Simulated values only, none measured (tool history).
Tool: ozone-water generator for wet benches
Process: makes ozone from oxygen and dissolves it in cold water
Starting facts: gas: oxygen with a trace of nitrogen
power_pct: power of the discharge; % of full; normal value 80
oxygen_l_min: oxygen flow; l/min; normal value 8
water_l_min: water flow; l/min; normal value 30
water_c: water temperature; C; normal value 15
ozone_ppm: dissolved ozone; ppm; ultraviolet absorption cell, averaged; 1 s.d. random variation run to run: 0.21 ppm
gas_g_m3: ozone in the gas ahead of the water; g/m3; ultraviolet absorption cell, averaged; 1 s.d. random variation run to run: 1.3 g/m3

{"run": 1, "hour": 0.0, "power_pct": 80, "oxygen_l_min": 8, "water_l_min": 30, "water_c": 15, "ozone_ppm": 27.1, "gas_g_m3": 233.5}
{"run": 2, "hour": 64.2, "power_pct": 80, "oxygen_l_min": 8, "water_l_min": 30, "water_c": 15, "ozone_ppm": 27.1, "gas_g_m3": 231.9}
{"run": 3, "hour": 96.6, "power_pct": 89, "oxygen_l_min": 8, "water_l_min": 30, "water_c": 15, "ozone_ppm": 28.5, "gas_g_m3": 247.3}
{"run": 4, "hour": 132.7, "power_pct": 89, "oxygen_l_min": 8, "water_l_min": 30, "water_c": 15, "ozone_ppm": 28.6, "gas_g_m3": 248.7}
{"run": 5, "hour": 194.4, "power_pct": 89, "oxygen_l_min": 8, "water_l_min": 30, "water_c": 15, "ozone_ppm": 28.4, "gas_g_m3": 244.3}
{"run": 6, "hour": 240.0, "power_pct": 89, "oxygen_l_min": 11.38, "water_l_min": 30, "water_c": 15, "ozone_ppm": 30.2, "gas_g_m3": 216}
{"run": 7, "hour": 273.1, "power_pct": 80, "oxygen_l_min": 8, "water_l_min": 30, "water_c": 15, "ozone_ppm": 26.6, "gas_g_m3": 231.5}
{"run": 8, "hour": 334.7, "power_pct": 80, "oxygen_l_min": 8, "water_l_min": 30, "water_c": 15, "ozone_ppm": 26.6, "gas_g_m3": 233.4}
{"run": 9, "hour": 361.9, "power_pct": 80, "oxygen_l_min": 8, "water_l_min": 30, "water_c": 15, "ozone_ppm": 26.4, "gas_g_m3": 231.3}
{"run": 10, "hour": 415.8, "power_pct": 80, "oxygen_l_min": 8, "water_l_min": 22, "water_c": 15, "ozone_ppm": 33.2, "gas_g_m3": 230}
{"run": 11, "hour": 466.6, "power_pct": 80, "oxygen_l_min": 8, "water_l_min": 22, "water_c": 15, "ozone_ppm": 32.9, "gas_g_m3": 229.9}
{"run": 12, "hour": 530.5, "power_pct": 80, "oxygen_l_min": 8, "water_l_min": 22, "water_c": 15, "ozone_ppm": 32.7, "gas_g_m3": 228.3}
{"run": 13, "hour": 587.0, "power_pct": 80, "oxygen_l_min": 8, "water_l_min": 22, "water_c": 15, "ozone_ppm": 32, "gas_g_m3": 227.8}
{"run": 14, "hour": 645.5, "power_pct": 80, "oxygen_l_min": 5.91, "water_l_min": 30, "water_c": 15, "ozone_ppm": 24, "gas_g_m3": 252.3}
{"run": 15, "hour": 691.6, "power_pct": 80, "oxygen_l_min": 5.8, "water_l_min": 30, "water_c": 15, "ozone_ppm": 24.2, "gas_g_m3": 253}
{"run": 16, "hour": 755.7, "power_pct": 50, "oxygen_l_min": 8, "water_l_min": 30, "water_c": 15, "ozone_ppm": 20.2, "gas_g_m3": 174.2}
{"run": 17, "hour": 818.4, "power_pct": 99, "oxygen_l_min": 8, "water_l_min": 30, "water_c": 15, "ozone_ppm": 28.6, "gas_g_m3": 254.6}
{"run": 18, "hour": 846.3, "power_pct": 80, "oxygen_l_min": 8.42, "water_l_min": 30, "water_c": 13, "ozone_ppm": 27, "gas_g_m3": 222.7}
{"run": 19, "hour": 895.9, "power_pct": 80, "oxygen_l_min": 7.43, "water_l_min": 39, "water_c": 7, "ozone_ppm": 22.4, "gas_g_m3": 232}
{"run": 20, "hour": 933.7, "power_pct": 80, "oxygen_l_min": 7.43, "water_l_min": 39, "water_c": 7, "ozone_ppm": 22.3, "gas_g_m3": 232.1}
{"run": 21, "hour": 981.0, "power_pct": 66, "oxygen_l_min": 8, "water_l_min": 32, "water_c": 17, "ozone_ppm": 21.1, "gas_g_m3": 204.5}
{"run": 22, "hour": 1045.0, "power_pct": 66, "oxygen_l_min": 12.91, "water_l_min": 32, "water_c": 17, "ozone_ppm": 22.9, "gas_g_m3": 169.8}
{"run": 23, "hour": 1098.0, "power_pct": 43, "oxygen_l_min": 9.02, "water_l_min": 32, "water_c": 8, "ozone_ppm": 19.5, "gas_g_m3": 151.5}
{"run": 24, "hour": 1160.6, "power_pct": 43, "oxygen_l_min": 9.02, "water_l_min": 32, "water_c": 8, "ozone_ppm": 19.5, "gas_g_m3": 151.1}
{"run": 25, "hour": 1206.4, "power_pct": 80, "oxygen_l_min": 5.51, "water_l_min": 30, "water_c": 13, "ozone_ppm": 23, "gas_g_m3": 255.6}
{"hour": 1213.9, "done": "contactor cleaned"}
{"run": 26, "hour": 1267.7, "power_pct": 80, "oxygen_l_min": 5.51, "water_l_min": 30, "water_c": 10, "ozone_ppm": 26, "gas_g_m3": 255.8}
{"run": 27, "hour": 1295.4, "power_pct": 80, "oxygen_l_min": 5.51, "water_l_min": 30, "water_c": 10, "ozone_ppm": 26.3, "gas_g_m3": 255.2}
{"run": 28, "hour": 1328.0, "power_pct": 80, "oxygen_l_min": 5.51, "water_l_min": 30, "water_c": 10, "ozone_ppm": 26, "gas_g_m3": 252.3}
{"run": 29, "hour": 1360.2, "power_pct": 55, "oxygen_l_min": 8, "water_l_min": 20, "water_c": 9, "ozone_ppm": 31.6, "gas_g_m3": 179.1}
{"run": 30, "hour": 1425.1, "power_pct": 55, "oxygen_l_min": 10.94, "water_l_min": 20, "water_c": 17, "ozone_ppm": 28.3, "gas_g_m3": 161.6}
{"run": 31, "hour": 1463.1, "power_pct": 43, "oxygen_l_min": 8, "water_l_min": 30, "water_c": 13, "ozone_ppm": 19.7, "gas_g_m3": 157.6}
{"run": 32, "hour": 1513.1, "power_pct": 43, "oxygen_l_min": 8, "water_l_min": 30, "water_c": 13, "ozone_ppm": 19.7, "gas_g_m3": 156.8}

Below are 3 alternative next runs, each starting from the tool's condition after run 32. Predict each:
{"run": "A", "hour": 1552.6, "power_pct": 80, "oxygen_l_min": 8.26, "water_l_min": 30, "water_c": 15, "ozone_ppm": "?", "gas_g_m3": "?"}
{"run": "B", "hour": 1552.6, "power_pct": 43, "oxygen_l_min": 6.81, "water_l_min": 30, "water_c": 17, "ozone_ppm": "?", "gas_g_m3": "?"}
{"run": "C", "hour": 1552.6, "power_pct": 64, "oxygen_l_min": 8, "water_l_min": 25, "water_c": 18, "ozone_ppm": "?", "gas_g_m3": "?"}

run=A ozone_ppm=27.2 gas_g_m3=218.1
run=B ozone_ppm=18 gas_g_m3=165.2
run=C ozone_ppm=25.9 gas_g_m3=195.4
What these runs would have given with no unlogged condition in the tool:
run=A ozone_ppm=31 gas_g_m3=247
run=B ozone_ppm=19.7 gas_g_m3=179.6
run=C ozone_ppm=29.2 gas_g_m3=218.1

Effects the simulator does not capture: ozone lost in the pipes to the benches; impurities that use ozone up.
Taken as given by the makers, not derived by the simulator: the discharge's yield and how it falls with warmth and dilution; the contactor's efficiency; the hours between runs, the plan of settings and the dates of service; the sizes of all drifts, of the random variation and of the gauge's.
